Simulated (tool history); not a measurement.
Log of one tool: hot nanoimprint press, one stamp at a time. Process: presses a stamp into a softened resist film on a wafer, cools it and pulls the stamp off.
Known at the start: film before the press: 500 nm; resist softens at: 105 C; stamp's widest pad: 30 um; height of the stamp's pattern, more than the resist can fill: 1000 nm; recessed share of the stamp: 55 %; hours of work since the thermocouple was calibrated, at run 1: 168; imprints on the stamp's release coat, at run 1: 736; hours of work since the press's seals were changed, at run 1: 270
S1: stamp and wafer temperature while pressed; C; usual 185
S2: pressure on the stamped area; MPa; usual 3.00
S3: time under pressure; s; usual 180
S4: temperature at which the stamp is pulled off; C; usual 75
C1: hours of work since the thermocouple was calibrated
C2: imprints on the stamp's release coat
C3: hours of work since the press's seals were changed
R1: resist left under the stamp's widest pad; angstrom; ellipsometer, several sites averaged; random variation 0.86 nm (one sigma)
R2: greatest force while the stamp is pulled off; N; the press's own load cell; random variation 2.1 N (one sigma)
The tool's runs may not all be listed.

Run 1, hour 0.0: usual settings; C1 168; C2 736; C3 270. Result: R1 2364 angstrom, R2 141 N.
Run 2, hour 19.9: usual settings; C1 177; C2 782; C3 279. Result: R1 2380 angstrom, R2 141 N.
Run 3, hour 42.7: usual settings; C1 188; C2 834; C3 289. Result: R1 2363 angstrom, R2 137 N.
Run 4, hour 62.0: usual settings; C1 197; C2 878; C3 298. Result: R1 2360 angstrom, R2 143 N.
Run 5, hour 80.5: usual settings; C1 205; C2 921; C3 307. Result: R1 2359 angstrom, R2 143 N.
Run 6, hour 103.1: usual settings but S1 184 C; C1 216; C2 973; C3 317. Result: R1 2456 angstrom, R2 138 N.
Run 7, hour 116.4: usual settings but S1 184 C; C1 222; C2 1003; C3 323. Result: R1 2457 angstrom, R2 147 N.
Run 8, hour 128.3: usual settings but S1 184 C; C1 227; C2 1030; C3 329. Result: R1 2437 angstrom, R2 144 N.
Run 9, hour 138.1: usual settings but S1 184 C; C1 232; C2 1053; C3 333. Result: R1 2450 angstrom, R2 143 N.
Run 10, hour 157.4: usual settings but S2 3.37 MPa; C1 241; C2 1097; C3 342. Result: R1 2202 angstrom, R2 144 N.
Run 11, hour 174.6: usual settings but S4 82 C; C1 249; C2 1136; C3 350. Result: R1 2343 angstrom, R2 116 N.
Run 12, hour 196.4: usual settings but S4 82 C; C1 259; C2 1186; C3 361. Result: R1 2349 angstrom, R2 112 N.
At hour 212.8: stamp cleaned and given a new release coat.
Run 13, hour 223.7: usual settings but S1 176 C, S4 82 C; C1 269; C2 25; C3 370. Result: R1 3184 angstrom, R2 98 N.
Run 14, hour 234.4: usual settings but S4 66 C; C1 274; C2 50; C3 375. Result: R1 2340 angstrom, R2 157 N.
Run 15, hour 255.6: usual settings; C1 284; C2 98; C3 385. Result: R1 2340 angstrom, R2 122 N.
Run 16, hour 273.1: usual settings but S1 192 C, S2 2.31 MPa, S3 216 s, S4 61 C; C1 292; C2 138; C3 393. Result: R1 1977 angstrom, R2 183 N.
Run 17, hour 290.9: usual settings but S1 175 C, S2 1.93 MPa, S3 216 s, S4 61 C; C1 300; C2 179; C3 402. Result: R1 3643 angstrom, R2 181 N.
Run 18, hour 313.0: usual settings but S1 177 C; C1 310; C2 229; C3 412. Result: R1 3081 angstrom, R2 126 N.
At hour 331.1: plate thermocouple calibrated.
Run 19, hour 339.0: usual settings but S1 194 C, S2 2.42 MPa; C1 4; C2 282; C3 422. Result: R1 2053 angstrom, R2 133 N.
Run 20, hour 352.7: usual settings but S1 188 C, S2 4.74 MPa, S3 177 s, S4 81 C; C1 10; C2 314; C3 429. Result: R1 1778 angstrom, R2 106 N.
Run 21, hour 374.6: usual settings but S2 1.81 MPa, S3 133 s; C1 20; C2 364; C3 439. Result: R1 3394 angstrom, R2 134 N.
Run 22, hour 393.6: usual settings but S2 1.81 MPa, S3 133 s; C1 29; C2 407; C3 448. Result: R1 3381 angstrom, R2 137 N.
Run 23, hour 414.3: usual settings but S2 1.81 MPa, S3 133 s; C1 39; C2 455; C3 457. Result: R1 3367 angstrom, R2 135 N.
Run 24, hour 424.5: usual settings but S2 2.83 MPa, S3 133 s, S4 66 C; C1 43; C2 478; C3 462. Result: R1 2798 angstrom, R2 171 N.
Run 25, hour 443.6: usual settings but S1 183 C, S2 2.83 MPa, S3 133 s, S4 66 C; C1 52; C2 522; C3 471. Result: R1 2973 angstrom, R2 176 N.
Run 26, hour 463.0: usual settings but S1 189 C, S2 2.20 MPa, S3 187 s, S4 81 C; C1 61; C2 566; C3 480. Result: R1 2476 angstrom, R2 110 N.
Run 27, hour 476.9: usual settings but S2 2.52 MPa, S3 320 s; C1 68; C2 598; C3 486. Result: R1 2237 angstrom, R2 144 N.
Run 28, hour 494.2: usual settings but S2 2.52 MPa, S3 320 s; C1 76; C2 638; C3 494. Result: R1 2218 angstrom, R2 140 N.
Run 29, hour 516.0: usual settings but S1 193 C, S2 3.26 MPa, S4 66 C; C1 86; C2 688; C3 504. Result: R1 1783 angstrom, R2 180 N.

3 ways to go on from here, each from the tool as it stands after run 29. What would each give?
Run A, hour 531.1: usual settings but S2 4.25 MPa, S3 155 s, S4 81 C; C1 93; C2 722; C3 511. Result: R1 ?, R2 ?.
Run B, hour 531.1: usual settings but S1 176 C, S2 3.94 MPa, S4 66 C; C1 93; C2 722; C3 511. Result: R1 ?, R2 ?.
Run C, hour 531.1: usual settings but S1 193 C, S2 3.26 MPa, S4 66 C; C1 93; C2 722; C3 511. Result: R1 ?, R2 ?.

run    R1   R2
  A  2181  119
  B  2952  181
  C  1772  183
Without the tool's hidden state the same runs would have given:
run    R1   R2
  A  2138  108
  B  2914  163
  C  1748  165
